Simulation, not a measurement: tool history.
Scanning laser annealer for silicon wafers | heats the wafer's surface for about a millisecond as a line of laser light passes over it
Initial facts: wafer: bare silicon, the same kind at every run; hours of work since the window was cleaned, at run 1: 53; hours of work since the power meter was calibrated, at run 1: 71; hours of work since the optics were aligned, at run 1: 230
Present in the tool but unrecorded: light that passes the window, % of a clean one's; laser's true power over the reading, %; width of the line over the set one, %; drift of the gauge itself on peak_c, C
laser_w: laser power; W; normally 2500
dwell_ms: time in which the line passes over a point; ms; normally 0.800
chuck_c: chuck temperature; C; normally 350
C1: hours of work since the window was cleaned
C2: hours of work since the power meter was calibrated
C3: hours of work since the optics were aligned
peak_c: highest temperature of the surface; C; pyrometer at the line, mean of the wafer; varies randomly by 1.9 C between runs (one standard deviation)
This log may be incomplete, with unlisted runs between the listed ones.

run 1 hour=0.0 | laser_w=2500 dwell_ms=0.800 chuck_c=350 | C1=53 C2=71 C3=230 | peak_c=1155
run 2 hour=77.1 | laser_w=2500 dwell_ms=0.720 chuck_c=350 | C1=90 C2=109 C3=267 | peak_c=1104
run 3 hour=147.9 | laser_w=2500 dwell_ms=0.800 chuck_c=350 | C1=125 C2=143 C3=302 | peak_c=1146
run 4 hour=212.2 | laser_w=2500 dwell_ms=0.987 chuck_c=350 | C1=156 C2=175 C3=333 | peak_c=1236
run 5 hour=265.6 | laser_w=2500 dwell_ms=0.987 chuck_c=350 | C1=183 C2=201 C3=359 | peak_c=1236
run 6 hour=351.8 | laser_w=2500 dwell_ms=0.987 chuck_c=350 | C1=225 C2=243 C3=402 | peak_c=1231
run 7 hour=400.5 | laser_w=2500 dwell_ms=0.987 chuck_c=350 | C1=249 C2=267 C3=425 | peak_c=1227
run 8 hour=451.5 | laser_w=2500 dwell_ms=0.925 chuck_c=350 | C1=273 C2=292 C3=450 | peak_c=1201
run 9 hour=489.9 | laser_w=2500 dwell_ms=0.925 chuck_c=350 | C1=292 C2=311 C3=469 | peak_c=1196
run 10 hour=551.4 | laser_w=2500 dwell_ms=0.925 chuck_c=350 | C1=322 C2=341 C3=499 | peak_c=1192
run 11 hour=615.3 | laser_w=2500 dwell_ms=0.925 chuck_c=350 | C1=354 C2=372 C3=531 | peak_c=1191
run 12 hour=671.3 | laser_w=2342 dwell_ms=0.925 chuck_c=350 | C1=381 C2=399 C3=558 | peak_c=1128
run 13 hour=716.6 | laser_w=2488 dwell_ms=0.800 chuck_c=350 | C1=403 C2=422 C3=580 | peak_c=1121
run 14 hour=780.3 | laser_w=2488 dwell_ms=0.800 chuck_c=350 | C1=434 C2=453 C3=611 | peak_c=1118
run 15 hour=856.1 | laser_w=2735 dwell_ms=0.800 chuck_c=350 | C1=471 C2=490 C3=648 | peak_c=1197
run 16 hour=926.5 | laser_w=2735 dwell_ms=0.800 chuck_c=350 | C1=506 C2=524 C3=683 | peak_c=1195
run 17 hour=1010.8 | laser_w=2500 dwell_ms=0.945 chuck_c=350 | C1=547 C2=566 C3=724 | peak_c=1188
run 18 hour=1089.4 | laser_w=2500 dwell_ms=0.800 chuck_c=350 | C1=586 C2=604 C3=762 | peak_c=1113
run 19 hour=1165.4 | laser_w=2500 dwell_ms=0.800 chuck_c=350 | C1=623 C2=641 C3=800 | peak_c=1115
run 20 hour=1204.9 | laser_w=2500 dwell_ms=0.800 chuck_c=350 | C1=642 C2=660 C3=819 | peak_c=1111
run 21 hour=1264.5 | laser_w=2500 dwell_ms=0.800 chuck_c=350 | C1=671 C2=690 C3=848 | peak_c=1107
-- hour=1323.1 window over the wafer cleaned
run 22 hour=1330.9 | laser_w=2316 dwell_ms=0.619 chuck_c=381 | C1=4 C2=721 C3=880 | peak_c=1020
run 23 hour=1414.0 | laser_w=2316 dwell_ms=0.619 chuck_c=381 | C1=44 C2=762 C3=920 | peak_c=1016
run 24 hour=1478.0 | laser_w=2421 dwell_ms=0.619 chuck_c=381 | C1=76 C2=793 C3=952 | peak_c=1050
run 25 hour=1565.2 | laser_w=2421 dwell_ms=0.619 chuck_c=381 | C1=118 C2=836 C3=994 | peak_c=1043
run 26 hour=1644.4 | laser_w=2656 dwell_ms=0.781 chuck_c=371 | C1=157 C2=875 C3=1033 | peak_c=1195
run 27 hour=1711.4 | laser_w=2656 dwell_ms=0.781 chuck_c=371 | C1=190 C2=907 C3=1066 | peak_c=1195
run 28 hour=1761.8 | laser_w=2546 dwell_ms=0.653 chuck_c=346 | C1=215 C2=932 C3=1090 | peak_c=1061
-- hour=1809.1 optics aligned, line set to its width
run 29 hour=1835.5 | laser_w=2500 dwell_ms=0.926 chuck_c=350 | C1=248 C2=966 C3=13 | peak_c=1214

Predict the results of run 30:
run 30 hour=1874.2 | laser_w=2500 dwell_ms=0.926 chuck_c=350 | C1=267 C2=984 C3=32 | peak_c=?

Run 30 measured peak_c 1211 C.
Had the tool carried no hidden state, the very same run would have given peak_c 1228 C.
